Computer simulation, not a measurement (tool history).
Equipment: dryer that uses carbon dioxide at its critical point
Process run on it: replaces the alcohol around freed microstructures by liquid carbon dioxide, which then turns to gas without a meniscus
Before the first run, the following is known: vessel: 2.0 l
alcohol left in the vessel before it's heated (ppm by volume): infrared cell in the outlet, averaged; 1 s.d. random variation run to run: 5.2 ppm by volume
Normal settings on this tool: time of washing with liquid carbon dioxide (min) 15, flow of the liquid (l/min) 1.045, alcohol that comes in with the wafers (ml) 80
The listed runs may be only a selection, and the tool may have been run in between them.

run,hour,time of washing with liquid carbon dioxide (min),flow of the liquid (l/min),alcohol that comes in with the wafers (ml),alcohol left in the vessel before it's heated (ppm by volume)
1,0,15,1.045,80,152
2,9.5,15,1.045,80,165
3,19.6,15,1.045,80,162
4,26,15,1.045,80,156
5,31.8,15,1.045,80,166
6,38.4,15,1.045,80,175
7,45.1,15,1.045,80,173
8,51.3,15,1.045,80,177
9,58.5,19,1.045,80,83
10,65.1,19,1.045,80,72
11,70.8,19,1.045,80,71
12,75.5,15,1.045,47,131
13,84.5,13,1.61,47,57
14,90.7,14,1.61,44,58
15,98.4,15,0.92,80,347
16,108.1,9,0.92,31,863
17,115.8,18,0.65,40,366
18,122.3,22,1.045,80,79
19,132.9,18,1.045,28,74
20,144.1,22,0.69,20,116
21,152.4,22,1.45,116,57
22,161.4,15,1.45,41,64

Forecast each of these 3 alternatives for the next run:
A,167.4,23,0.7,82,?
B,167.4,11,0.68,74,?
C,167.4,15,1.045,75,?

run,alcohol left in the vessel before it's heated (ppm by volume)
A,219
B,2845
C,208
With no hidden state in the tool, these same runs would have given:
run,alcohol left in the vessel before it's heated (ppm by volume)
A,94
B,2093
C,82

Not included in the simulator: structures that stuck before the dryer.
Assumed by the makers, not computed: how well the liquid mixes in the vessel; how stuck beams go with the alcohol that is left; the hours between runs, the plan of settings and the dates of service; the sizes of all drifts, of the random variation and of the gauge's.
